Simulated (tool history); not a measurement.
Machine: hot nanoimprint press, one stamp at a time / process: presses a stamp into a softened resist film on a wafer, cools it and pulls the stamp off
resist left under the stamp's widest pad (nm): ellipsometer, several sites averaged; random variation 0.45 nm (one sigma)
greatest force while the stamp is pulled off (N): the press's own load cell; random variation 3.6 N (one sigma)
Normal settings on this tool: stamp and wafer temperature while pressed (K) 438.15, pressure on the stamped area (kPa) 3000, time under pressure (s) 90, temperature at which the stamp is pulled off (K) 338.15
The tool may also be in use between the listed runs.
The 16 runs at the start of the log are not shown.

run   hour  stamp and wafer temperature while pressed (K)  pressure on the stamped area (kPa)  time under pressure (s)  temperature at which the stamp is pulled off (K)  hours of work since the thermocouple was calibrated  imprints on the stamp's release coat  hours of work since the press's seals were changed  resist left under the stamp's widest pad (nm)  greatest force while the stamp is pulled off (N)
 17  365.8                                         438.15                                3000                       90                                            324.15                                                   83                                   847                                                 840                                          118.3                                               303
 18  385.5                                         438.15                                3000                       90                                            324.15                                                   96                                   947                                                 853                                          119.2                                               314
     397.3  -- stamp cleaned and given a new release coat
 19  413.8                                         447.15                                3000                       90                                            342.15                                                  112                                    83                                                 869                                           85.1                                               197
 20  429.1                                         438.15                                3920                       90                                            338.15                                                  123                                   160                                                 879                                          108.4                                               217
 21  448.6                                         440.15                                2160                      179                                            330.15                                                  136                                   259                                                 893                                           99.9                                               239
 22  470.2                                         440.15                                2160                      101                                            326.15                                                  151                                   368                                                 908                                          121.7                                               257
 23  486.4                                         432.15                                3130                      156                                            345.15                                                  162                                   450                                                 919                                          124.1                                               222
 24  499.7                                         447.15                                3000                      109                                            328.15                                                  172                                   517                                                 928                                           80.5                                               263
 25  527.8                                         447.15                                3000                      109                                            336.15                                                  191                                   659                                                 948                                           80.1                                               250
 26  551.3                                         438.15                                2400                      175                                            344.15                                                  207                                   778                                                 964                                          105.5                                               243
 27    579                                         446.15                                3000                       89                                            332.15                                                  227                                   918                                                 983                                           91.8                                               281
     596.6  -- stamp cleaned and given a new release coat
 28  613.7                                         433.15                                4080                      139                                            326.15                                                  247                                    86                                                1003                                          114.2                                               245
 29  627.3                                         433.15                                4080                      139                                            326.15                                                  256                                   155                                                1013                                          114.2                                               244
 30  645.5                                         438.15                                3000                       90                                            325.15                                                  269                                   247                                                1025                                          121.8                                               250

Forecast each of these 3 alternatives for the next run:
  A  662.8                                         438.15                                3000                      146                                            335.15                                                  281                                   334                                                1037                                              ?                                                 ?
  B  662.8                                         438.15                                3000                       46                                            340.15                                                  281                                   334                                                1037                                              ?                                                 ?
  C  662.8                                         438.15                                3000                       90                                            325.15                                                  281                                   334                                                1037                                              ?                                                 ?

run  resist left under the stamp's widest pad (nm)  greatest force while the stamp is pulled off (N)
  A                                          104.5                                               239
  B                                            146                                               225
  C                                          122.1                                               263
Had the tool no hidden state, the same runs would have come out as:
run  resist left under the stamp's widest pad (nm)  greatest force while the stamp is pulled off (N)
  A                                           98.3                                               214
  B                                          140.1                                               201
  C                                          115.7                                               235
